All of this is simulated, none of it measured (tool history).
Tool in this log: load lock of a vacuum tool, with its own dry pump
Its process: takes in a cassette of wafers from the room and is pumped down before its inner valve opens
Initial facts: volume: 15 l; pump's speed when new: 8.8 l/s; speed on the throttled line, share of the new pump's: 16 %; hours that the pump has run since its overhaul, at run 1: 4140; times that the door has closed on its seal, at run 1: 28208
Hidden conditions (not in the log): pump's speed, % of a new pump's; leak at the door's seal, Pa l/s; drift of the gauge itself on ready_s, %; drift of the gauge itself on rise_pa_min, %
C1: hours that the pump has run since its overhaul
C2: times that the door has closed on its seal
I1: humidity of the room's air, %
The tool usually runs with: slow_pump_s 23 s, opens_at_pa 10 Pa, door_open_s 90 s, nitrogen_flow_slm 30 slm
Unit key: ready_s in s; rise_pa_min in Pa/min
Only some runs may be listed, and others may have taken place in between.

{"run": 1, "hour": 0.0, "slow_pump_s": 23, "opens_at_pa": 10, "door_open_s": 90, "nitrogen_flow_slm": 30, "C1": 4140, "C2": 28208, "I1": 46.7, "ready_s": 36.2, "rise_pa_min": 0.146}
{"run": 2, "hour": 313.1, "slow_pump_s": 23, "opens_at_pa": 17, "door_open_s": 90, "nitrogen_flow_slm": 30, "C1": 4453, "C2": 29024, "I1": 43.2, "ready_s": 35, "rise_pa_min": 0.147}
{"run": 3, "hour": 544.1, "slow_pump_s": 23, "opens_at_pa": 17, "door_open_s": 90, "nitrogen_flow_slm": 30, "C1": 4684, "C2": 29626, "I1": 45, "ready_s": 34.8, "rise_pa_min": 0.155}
{"run": 4, "hour": 833.4, "slow_pump_s": 23, "opens_at_pa": 17, "door_open_s": 90, "nitrogen_flow_slm": 30, "C1": 4973, "C2": 30380, "I1": 46.4, "ready_s": 35.1, "rise_pa_min": 0.156}
{"run": 5, "hour": 1006.6, "slow_pump_s": 23, "opens_at_pa": 17, "door_open_s": 90, "nitrogen_flow_slm": 30, "C1": 5146, "C2": 30832, "I1": 46.6, "ready_s": 34.8, "rise_pa_min": 0.157}
{"run": 6, "hour": 1178.1, "slow_pump_s": 23, "opens_at_pa": 10, "door_open_s": 90, "nitrogen_flow_slm": 30, "C1": 5318, "C2": 31279, "I1": 45.5, "ready_s": 36, "rise_pa_min": 0.159}
{"run": 7, "hour": 1441.6, "slow_pump_s": 23, "opens_at_pa": 10, "door_open_s": 90, "nitrogen_flow_slm": 30, "C1": 5582, "C2": 31966, "I1": 45.8, "ready_s": 35.7, "rise_pa_min": 0.162}
{"run": 8, "hour": 1648.8, "slow_pump_s": 23, "opens_at_pa": 10, "door_open_s": 90, "nitrogen_flow_slm": 30, "C1": 5789, "C2": 32506, "I1": 47.1, "ready_s": 36.3, "rise_pa_min": 0.174}
{"run": 9, "hour": 1855.4, "slow_pump_s": 23, "opens_at_pa": 11, "door_open_s": 69, "nitrogen_flow_slm": 30, "C1": 5995, "C2": 33044, "I1": 38.4, "ready_s": 36.5, "rise_pa_min": 0.157}
{"run": 10, "hour": 2020.9, "slow_pump_s": 23, "opens_at_pa": 11, "door_open_s": 69, "nitrogen_flow_slm": 30, "C1": 6161, "C2": 33476, "I1": 43.2, "ready_s": 35.6, "rise_pa_min": 0.168}
{"run": 11, "hour": 2176.0, "slow_pump_s": 23, "opens_at_pa": 10, "door_open_s": 90, "nitrogen_flow_slm": 27, "C1": 6316, "C2": 33880, "I1": 47, "ready_s": 36, "rise_pa_min": 0.181}
{"run": 12, "hour": 2402.7, "slow_pump_s": 23, "opens_at_pa": 19, "door_open_s": 90, "nitrogen_flow_slm": 19, "C1": 6543, "C2": 34471, "I1": 47.8, "ready_s": 34.7, "rise_pa_min": 0.197}
{"run": 13, "hour": 2682.8, "slow_pump_s": 23, "opens_at_pa": 19, "door_open_s": 90, "nitrogen_flow_slm": 19, "C1": 6823, "C2": 35201, "I1": 44.7, "ready_s": 34.5, "rise_pa_min": 0.194}
{"run": 14, "hour": 2884.5, "slow_pump_s": 44, "opens_at_pa": 19, "door_open_s": 180, "nitrogen_flow_slm": 42, "C1": 7024, "C2": 35727, "I1": 48, "ready_s": 52.8, "rise_pa_min": 0.197}
{"run": 15, "hour": 3148.5, "slow_pump_s": 23, "opens_at_pa": 10, "door_open_s": 90, "nitrogen_flow_slm": 6, "C1": 7288, "C2": 36415, "I1": 44.8, "ready_s": 36.4, "rise_pa_min": 0.243}
{"run": 16, "hour": 3464.4, "slow_pump_s": 30, "opens_at_pa": 8, "door_open_s": 33, "nitrogen_flow_slm": 4, "C1": 7604, "C2": 37239, "I1": 42.7, "ready_s": 42.9, "rise_pa_min": 0.213}

Each row is a separate what-if for the run after 16, all from the same tool condition, not one after another. Results?
{"run": "A", "hour": 3649.5, "slow_pump_s": 34, "opens_at_pa": 8, "door_open_s": 33, "nitrogen_flow_slm": 10, "C1": 7789, "C2": 37721, "I1": 41.6, "ready_s": "?", "rise_pa_min": "?"}
{"run": "B", "hour": 3649.5, "slow_pump_s": 23, "opens_at_pa": 10, "door_open_s": 26, "nitrogen_flow_slm": 21, "C1": 7789, "C2": 37721, "I1": 45.6, "ready_s": "?", "rise_pa_min": "?"}
{"run": "C", "hour": 3649.5, "slow_pump_s": 21, "opens_at_pa": 10, "door_open_s": 34, "nitrogen_flow_slm": 30, "C1": 7789, "C2": 37721, "I1": 46, "ready_s": "?", "rise_pa_min": "?"}
{"run": "D", "hour": 3649.5, "slow_pump_s": 38, "opens_at_pa": 19, "door_open_s": 63, "nitrogen_flow_slm": 30, "C1": 7789, "C2": 37721, "I1": 44.8, "ready_s": "?", "rise_pa_min": "?"}

run=A ready_s=46 rise_pa_min=0.194
run=B ready_s=36.5 rise_pa_min=0.183
run=C ready_s=34.8 rise_pa_min=0.186
run=D ready_s=47.7 rise_pa_min=0.195
Stripped of hidden state, with their random variation kept, the same runs would have yielded:
run=A ready_s=44.7 rise_pa_min=0.037
run=B ready_s=35.1 rise_pa_min=0.027
run=C ready_s=33.3 rise_pa_min=0.03
run=D ready_s=46.7 rise_pa_min=0.04
